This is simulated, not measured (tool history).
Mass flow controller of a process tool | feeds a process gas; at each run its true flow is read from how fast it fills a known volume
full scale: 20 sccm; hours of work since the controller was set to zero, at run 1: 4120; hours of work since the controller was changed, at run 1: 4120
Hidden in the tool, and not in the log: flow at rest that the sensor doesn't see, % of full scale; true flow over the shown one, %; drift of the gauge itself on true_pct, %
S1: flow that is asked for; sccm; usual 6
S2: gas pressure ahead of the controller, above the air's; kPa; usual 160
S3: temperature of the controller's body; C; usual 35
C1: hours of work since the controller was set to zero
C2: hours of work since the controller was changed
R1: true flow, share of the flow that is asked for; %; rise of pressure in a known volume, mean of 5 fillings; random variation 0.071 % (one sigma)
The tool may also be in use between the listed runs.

run	hour	S1	S2	S3	C1	C2	R1
1	0	6	160	35	4120	4120	100.79
2	172.1	6	160	35	4193	4193	100.75
3	365	6	275	35	4276	4276	100.95
4	574.5	6	160	33	4365	4365	100.76
5	760.4	6	189	35	4444	4444	100.9
6	858.4	4	160	35	4486	4486	100.18
7	1070.4	4	172	35	4576	4576	100.3
# hour 1089.4: controller's zero set anew
8	1177.2	6	160	39	37	4621	101.09
9	1334.5	6	160	39	104	4688	101.13
10	1558.7	6	160	39	200	4784	101.22

Forecast run 11:
11	1743.6	16	232	25	279	4863	?

Run 11 gave R1 101.38 %.
Without the tool's hidden state the same run would have given R1 99.69 %.
